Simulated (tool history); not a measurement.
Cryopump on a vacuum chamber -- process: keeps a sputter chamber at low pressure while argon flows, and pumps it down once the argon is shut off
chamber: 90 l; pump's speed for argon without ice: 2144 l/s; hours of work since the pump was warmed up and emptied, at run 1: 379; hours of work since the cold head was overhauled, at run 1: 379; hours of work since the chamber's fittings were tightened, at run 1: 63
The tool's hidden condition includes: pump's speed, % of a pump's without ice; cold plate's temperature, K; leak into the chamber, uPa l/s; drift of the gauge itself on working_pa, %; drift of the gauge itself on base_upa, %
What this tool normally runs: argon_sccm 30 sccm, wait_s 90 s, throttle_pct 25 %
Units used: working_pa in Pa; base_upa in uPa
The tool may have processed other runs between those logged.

run   hour  argon_sccm  wait_s  throttle_pct  hours of work since the pump was warmed up and emptied  hours of work since the cold head was overhauled  hours of work since the chamber's fittings were tightened  working_pa  base_upa
  1    0.0          30      90            25                                                     379                                               379                                                         63      0.1003      0.74
  2    9.9          30      90            25                                                     386                                               386                                                         70      0.1005      0.74
  3   22.0          30      90            25                                                     395                                               395                                                         78      0.1006      0.82
  4   34.3          30      90            25                                                     404                                               404                                                         87      0.1004      0.77
  5   45.4          30      90            25                                                     412                                               412                                                         95      0.0999      0.78
  6   56.2          32      90            25                                                     419                                               419                                                        103      0.1084      0.79
  7   78.5          32      90            25                                                     435                                               435                                                        118      0.1076      0.85
  8   90.8          53      90            25                                                     444                                               444                                                        127      0.1774      0.88
  9  111.6          30      23            25                                                     459                                               459                                                        142      0.1017      2.12
 10  128.9          30     131            25                                                     471                                               471                                                        154      0.1006      0.81
 11  139.9          30     131            25                                                     479                                               479                                                        162      0.1016      0.81
 12  160.0          30     131            22                                                     493                                               493                                                        176      0.1160      0.79
 13  176.3          30     131            22                                                     504                                               504                                                        188      0.1153      0.86
 14  193.0          12      45            25                                                     516                                               516                                                        199      0.0418      1.46
 15  210.2          12      45            25                                                     528                                               528                                                        212      0.0408      1.49
 16  227.4          19      45            17                                                     541                                               541                                                        224      0.0950      1.51
 17  247.2          30      32            18                                                     555                                               555                                                        238      0.1407      1.86
 18  256.8          49     258            33                                                     561                                               561                                                        245      0.1319      0.88
 19  271.4          49     258            33                                                     572                                               572                                                        255      0.1319      0.91
 20  290.3          49     258            33                                                     585                                               585                                                        268      0.1332      0.90
 21  304.3          49     258            33                                                     595                                               595                                                        278      0.1326      0.91
 22  316.4          29     184            25                                                     604                                               604                                                        287      0.1000      1.04

Forecast each of these 5 alternatives for the next run:
  A  327.5          35      87            26                                                     611                                               611                                                        295           ?         ?
  B  327.5          16      91            25                                                     611                                               611                                                        295           ?         ?
  C  327.5          57      66            34                                                     611                                               611                                                        295           ?         ?
  D  327.5          16      21            25                                                     611                                               611                                                        295           ?         ?
  E  327.5          15     173            15                                                     611                                               611                                                        295           ?         ?

run  working_pa  base_upa
  A      0.1182      1.26
  B      0.0556      1.23
  C      0.1518      1.39
  D      0.0550      2.67
  E      0.0844      1.10
Without the tool's hidden state the same runs would have given:
run  working_pa  base_upa
  A      0.1066      0.58
  B      0.0503      0.55
  C      0.1327      0.71
  D      0.0497      1.98
  E      0.0794      0.41

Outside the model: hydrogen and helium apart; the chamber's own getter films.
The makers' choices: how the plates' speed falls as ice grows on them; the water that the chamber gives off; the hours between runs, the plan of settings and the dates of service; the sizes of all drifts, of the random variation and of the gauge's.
